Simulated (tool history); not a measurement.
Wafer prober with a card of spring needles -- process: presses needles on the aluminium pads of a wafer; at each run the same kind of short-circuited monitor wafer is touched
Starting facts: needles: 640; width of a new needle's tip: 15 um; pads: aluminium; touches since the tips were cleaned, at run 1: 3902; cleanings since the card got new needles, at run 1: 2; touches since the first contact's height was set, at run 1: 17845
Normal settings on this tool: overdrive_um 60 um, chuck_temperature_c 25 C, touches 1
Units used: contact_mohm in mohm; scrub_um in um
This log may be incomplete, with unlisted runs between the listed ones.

run	hour	overdrive_um	chuck_temperature_c	touches	touches since the tips were cleaned	cleanings since the card got new needles	touches since the first contact's height was set	contact_mohm	scrub_um
1	0	60	25	1	3902	2	17845	253	11.34
# hour 8.5: tips cleaned on abrasive film
2	12.4	60	25	1	859	3	20545	258	11.36
3	20.3	60	25	1	2578	3	22264	255	11.35
4	28.8	60	25	1	4456	3	24142	251	11.41
# hour 35.4: tips cleaned on abrasive film
5	43.6	60	25	1	1803	4	27356	258	11.4
6	58.6	60	56	1	5087	4	30640	262	11.35
# hour 61.7: tips cleaned on abrasive film
7	73.7	60	56	1	2628	5	33928	265	11.41
# hour 88.9: tips cleaned on abrasive film
8	92.2	60	56	1	719	6	37952	267	11.41
9	104.1	60	56	1	3342	6	40575	265	11.42
# hour 115.4: tips cleaned on abrasive film
10	119	60	56	1	795	7	43814	264	11.43
11	129.4	60	56	1	3074	7	46093	263	11.43
# hour 142.1: tips cleaned on abrasive film
12	145.6	60	25	3	770	8	49629	253	11.46
13	162	60	25	1	4364	8	53223	253	11.49
# hour 169.1: tips cleaned on abrasive film
14	178.3	60	25	1	2025	9	56762	257	11.46
15	188.5	60	25	1	4254	9	58991	254	11.49
# hour 195.5: tips cleaned on abrasive film
16	198.6	60	29	1	666	10	61185	256	11.51
17	216.4	60	29	1	4563	10	65082	257	11.5
# hour 222: tips cleaned on abrasive film
18	234.3	79	73	1	2703	11	68996	268	15.18
19	243	74	25	2	4602	11	70895	249	14.2
# hour 248.5: tips cleaned on abrasive film
20	253.7	74	66	3	1140	12	73225	265	14.22
21	267.2	64	49	1	4101	12	76186	258	12.29
# hour 275.2: tips cleaned on abrasive film
22	281.7	64	54	2	1420	13	79325	265	12.32
23	293.7	69	30	2	4053	13	81958	254	13.31
# hour 302.1: tips cleaned on abrasive film
24	309.4	69	30	2	1619	14	85390	255	13.3
25	324.9	69	30	2	5011	14	88782	253	13.32
# hour 328.9: tips cleaned on abrasive film
26	334.2	48	120	1	1180	15	90805	285	9.23
27	349.2	48	120	1	4464	15	94089	289	9.28
# hour 355.4: tips cleaned on abrasive film
28	366.9	68	55	1	2515	16	97929	262	13.13
29	377.9	68	55	1	4924	16	100338	263	13.14
# hour 382.1: tips cleaned on abrasive film
30	393.5	68	55	1	2500	17	103749	260	13.19
# hour 399.9: gauge calibrated
31	401.5	68	55	1	4254	17	105503	259	12.88
# hour 408.2: tips cleaned on abrasive film
32	418.9	67	100	2	2342	18	109296	272	12.71
# hour 434.6: tips cleaned on abrasive film
33	435.8	62	61	3	274	19	112970	260	11.77

Branching from run 33: 4 alternative next runs. What would each branch give?
A	449.7	41	61	3	3322	19	116018	?	?
B	449.7	62	91	3	3322	19	116018	?	?
C	449.7	63	78	2	3322	19	116018	?	?
D	449.7	55	61	3	3322	19	116018	?	?

run	contact_mohm	scrub_um
A	274	7.77
B	270	11.74
C	269	11.93
D	266	10.42
Without the tool's unlogged condition, the same runs would have read:
run	contact_mohm	scrub_um
A	274	7.75
B	270	11.7
C	269	11.9
D	266	10.39
